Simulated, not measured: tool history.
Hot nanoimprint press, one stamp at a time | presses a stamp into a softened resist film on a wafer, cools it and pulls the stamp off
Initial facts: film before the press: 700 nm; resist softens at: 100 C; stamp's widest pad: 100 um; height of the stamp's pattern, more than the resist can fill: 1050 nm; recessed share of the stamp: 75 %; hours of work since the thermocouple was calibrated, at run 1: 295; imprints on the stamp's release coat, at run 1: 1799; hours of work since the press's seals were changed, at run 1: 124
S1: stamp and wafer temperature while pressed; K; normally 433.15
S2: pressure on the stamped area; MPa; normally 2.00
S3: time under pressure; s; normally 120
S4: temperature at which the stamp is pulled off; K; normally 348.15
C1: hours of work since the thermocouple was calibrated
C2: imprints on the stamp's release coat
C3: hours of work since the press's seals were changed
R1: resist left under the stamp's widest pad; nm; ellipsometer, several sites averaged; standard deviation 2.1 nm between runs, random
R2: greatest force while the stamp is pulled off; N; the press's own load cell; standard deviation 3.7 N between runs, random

run	hour	S1	S2	S3	S4	C1	C2	C3	R1	R2
1	0.0	433.15	2.00	120	348.15	295	1799	124	350.8	227
2	47.8	433.15	2.00	120	348.15	317	1897	146	350.7	228
3	112.2	433.15	2.00	120	348.15	347	2029	176	350.2	223
4	175.9	433.15	2.00	120	348.15	376	2159	206	351.5	228
# hour 229.0: stamp cleaned and given a new release coat
5	265.8	433.15	2.00	120	348.15	415	75	245	350.5	188
6	336.2	433.15	2.00	120	348.15	448	219	278	350.1	193
7	408.0	433.15	2.24	120	348.15	481	366	311	336.9	186
8	450.6	433.15	2.24	120	348.15	501	453	331	335.6	195
9	508.7	433.15	1.34	107	352.15	528	572	358	451.7	182
# hour 599.9: plate thermocouple calibrated
10	602.3	433.15	1.34	107	352.15	1	758	400	452.9	176
11	670.5	433.15	1.34	107	352.15	33	897	431	455.5	184
12	722.2	433.15	1.34	107	353.15	57	1003	455	456.9	179
13	763.9	433.15	1.34	130	345.15	76	1089	475	432.6	230
# hour 797.5: plate thermocouple calibrated, once more
14	837.5	440.15	1.76	71	342.15	19	1233	507	324.9	238
15	912.6	429.15	1.24	89	355.15	53	1387	542	529.5	176

Entry by entry between the runs, the difference in hidden state between the last listed run before and the first listed run after:
Logged between run 4 and run 5: stamp cleaned and given a new release coat (hour 229.0)
  true temperature over the reading, C: -0.67 -> -0.74; pressure that arrives at the usual setting, %: 98.95 -> 98.69; grip of the stamp's worn release coat, % over a new coat's: 27.6 -> 0.9
  difference, measured minus the result without the unlogged condition, R1: +11.8 -> +13.3 nm; R2: +52 -> +5 N
Logged between run 9 and run 10: plate thermocouple calibrated (hour 599.9)
  true temperature over the reading, C: -0.93 -> -1.13; pressure that arrives at the usual setting, %: 97.92 -> 97.62; grip of the stamp's worn release coat, % over a new coat's: 7.2 -> 9.6
  difference, measured minus the result without the unlogged condition, R1: +17.7 -> +21.3 nm; R2: +17 -> +21 N
Logged between run 13 and run 14: plate thermocouple calibrated, once more (hour 797.5)
  true temperature over the reading, C: -1.27 -> 0.01; pressure that arrives at the usual setting, %: 97.11 -> 96.88; grip of the stamp's worn release coat, % over a new coat's: 13.8 -> 15.7
  difference, measured minus the result without the unlogged condition, R1: +24.1 -> +4.9 nm; R2: +34 -> +32 N

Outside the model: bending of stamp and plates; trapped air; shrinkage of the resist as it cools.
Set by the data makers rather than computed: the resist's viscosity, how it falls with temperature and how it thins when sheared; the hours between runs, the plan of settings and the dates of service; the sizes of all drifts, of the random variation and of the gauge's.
